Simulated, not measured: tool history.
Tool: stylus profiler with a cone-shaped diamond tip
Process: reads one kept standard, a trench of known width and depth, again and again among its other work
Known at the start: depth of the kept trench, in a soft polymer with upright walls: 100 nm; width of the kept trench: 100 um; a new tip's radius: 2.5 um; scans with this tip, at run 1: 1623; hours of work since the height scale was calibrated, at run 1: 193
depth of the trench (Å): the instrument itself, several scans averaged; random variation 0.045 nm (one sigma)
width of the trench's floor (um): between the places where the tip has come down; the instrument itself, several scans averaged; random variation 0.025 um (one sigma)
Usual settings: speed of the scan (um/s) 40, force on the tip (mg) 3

| run | hour | speed of the scan (um/s) | force on the tip (mg) | scans with this tip | hours of work since the height scale was calibrated | depth of the trench (Å) | width of the trench's floor (um) |
|---|---|---|---|---|---|---|---|
| 1 | 0 | 40 | 3 | 1623 | 193 | 1020 | 98.55 |
| 2 | 34.5 | 25 | 3 | 1795 | 213 | 1019.3 | 98.53 |
| 3 | 54.4 | 25 | 3 | 1894 | 225 | 1019.5 | 98.52 |
| 4 | 84.9 | 25 | 3 | 2045 | 243 | 1020.4 | 98.47 |
| 5 | 122.5 | 25 | 3 | 2232 | 265 | 1019.7 | 98.53 |
| 6 | 159.2 | 25 | 7.65 | 2415 | 287 | 1037.5 | 98.52 |
| 7 | 191.1 | 40 | 3 | 2573 | 306 | 1019.3 | 98.53 |
| 8 | 222.2 | 40 | 3 | 2728 | 324 | 1020.9 | 98.5 |
| 9 | 243.7 | 40 | 3 | 2835 | 337 | 1020 | 98.53 |
| 10 | 273.5 | 40 | 3 | 2983 | 354 | 1019.1 | 98.51 |
| 11 | 313.7 | 40 | 3 | 3183 | 378 | 1019.8 | 98.52 |
| 12 | 357.5 | 40 | 3 | 3401 | 404 | 1019.6 | 98.45 |
| 13 | 387.4 | 122 | 3 | 3550 | 422 | 1018.9 | 98.35 |
| 14 | 411.5 | 40 | 3 | 3669 | 436 | 1019.8 | 98.49 |
|  | 414.4 | height scale calibrated on a step standard |
| 15 | 431.4 | 40 | 3 | 3766 | 10 | 1019.3 | 98.48 |
| 16 | 453.5 | 75 | 3 | 3875 | 23 | 1019.1 | 98.43 |
| 17 | 475.4 | 75 | 3 | 3984 | 36 | 1018.4 | 98.44 |
| 18 | 495 | 75 | 3 | 4082 | 48 | 1019.8 | 98.43 |
| 19 | 537.3 | 75 | 3 | 4292 | 73 | 1019.5 | 98.41 |
| 20 | 569.5 | 40 | 1.3 | 4452 | 92 | 1010.1 | 98.4 |
| 21 | 613.5 | 40 | 1.85 | 4671 | 118 | 1013.1 | 98.43 |
| 22 | 651.9 | 40 | 1.85 | 4862 | 140 | 1012.2 | 98.46 |
|  | 664.9 | height scale calibrated on a step standard, once more |
| 23 | 691.9 | 40 | 3 | 5058 | 16 | 1019.5 | 98.48 |
| 24 | 720.5 | 40 | 3 | 5201 | 33 | 1020.2 | 98.48 |
| 25 | 759.8 | 31 | 3 | 5396 | 56 | 1020 | 98.48 |
| 26 | 797.9 | 24 | 1.33 | 5586 | 79 | 1011.7 | 98.49 |
| 27 | 836.4 | 24 | 1.33 | 5777 | 101 | 1011.1 | 98.45 |
| 28 | 867.5 | 50 | 4.09 | 5931 | 120 | 1025.3 | 98.53 |
| 29 | 913.3 | 92 | 6.18 | 6159 | 147 | 1031.6 | 98.38 |
| 30 | 944 | 10 | 3 | 6312 | 165 | 1018.6 | 98.5 |
| 31 | 970.4 | 10 | 3 | 6443 | 180 | 1020.3 | 98.49 |
| 32 | 999 | 14 | 6.42 | 6586 | 197 | 1033.2 | 98.54 |

The next listed run, before its measurement:
| 33 | 1026.2 | 14 | 6.42 | 6721 | 213 | ? | ? |

depth of the trench (Å): 1033.1
width of the trench's floor (um): 98.51
Without the tool's hidden state the same run would have given depth of the trench (Å) 1033.6, width of the trench's floor (um) 98.59.
